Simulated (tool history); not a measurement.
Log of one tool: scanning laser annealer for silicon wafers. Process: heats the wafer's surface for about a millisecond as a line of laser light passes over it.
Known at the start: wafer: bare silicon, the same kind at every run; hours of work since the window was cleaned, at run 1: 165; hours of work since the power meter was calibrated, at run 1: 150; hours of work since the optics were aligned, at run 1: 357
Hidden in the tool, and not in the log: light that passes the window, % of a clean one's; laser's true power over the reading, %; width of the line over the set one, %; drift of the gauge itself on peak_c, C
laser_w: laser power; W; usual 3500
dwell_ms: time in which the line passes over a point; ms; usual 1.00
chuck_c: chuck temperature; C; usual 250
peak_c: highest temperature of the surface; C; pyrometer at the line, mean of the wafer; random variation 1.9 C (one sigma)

| run | day | laser_w | dwell_ms | chuck_c | hours of work since the window was cleaned | hours of work since the power meter was calibrated | hours of work since the optics were aligned | peak_c |
|---|---|---|---|---|---|---|---|---|
| 1 | 0.000 | 3500 | 1.00 | 250 | 165 | 150 | 357 | 1058 |
| 2 | 0.471 | 3500 | 1.00 | 267 | 173 | 159 | 366 | 1076 |
| 3 | 0.917 | 3500 | 1.00 | 267 | 181 | 167 | 374 | 1074 |
| 4 | 1.292 | 3500 | 1.00 | 267 | 188 | 174 | 381 | 1073 |
| 5 | 1.612 | 3500 | 1.00 | 253 | 194 | 180 | 387 | 1056 |
| 6 | 2.133 | 3500 | 1.00 | 250 | 204 | 189 | 396 | 1054 |
| 7 | 2.717 | 3779 | 1.00 | 250 | 214 | 200 | 407 | 1127 |
| 8 | 3.208 | 3779 | 1.00 | 250 | 223 | 209 | 416 | 1122 |
| 9 | 3.817 | 3500 | 1.21 | 250 | 235 | 220 | 427 | 1118 |
| 10 | 4.175 | 3500 | 1.17 | 250 | 241 | 227 | 434 | 1104 |
| 11 | 4.446 | 3500 | 0.77 | 250 | 246 | 232 | 439 | 966 |
| 12 | 4.858 | 3622 | 1.16 | 277 | 254 | 239 | 446 | 1159 |

Forecast run 13:
| 13 | 5.379 | 3622 | 1.16 | 277 | 263 | 249 | 456 | ? |

{"run 13": {"peak_c": 1156}}
Without the tool's hidden state the same run would have given peak_c 1197 C.

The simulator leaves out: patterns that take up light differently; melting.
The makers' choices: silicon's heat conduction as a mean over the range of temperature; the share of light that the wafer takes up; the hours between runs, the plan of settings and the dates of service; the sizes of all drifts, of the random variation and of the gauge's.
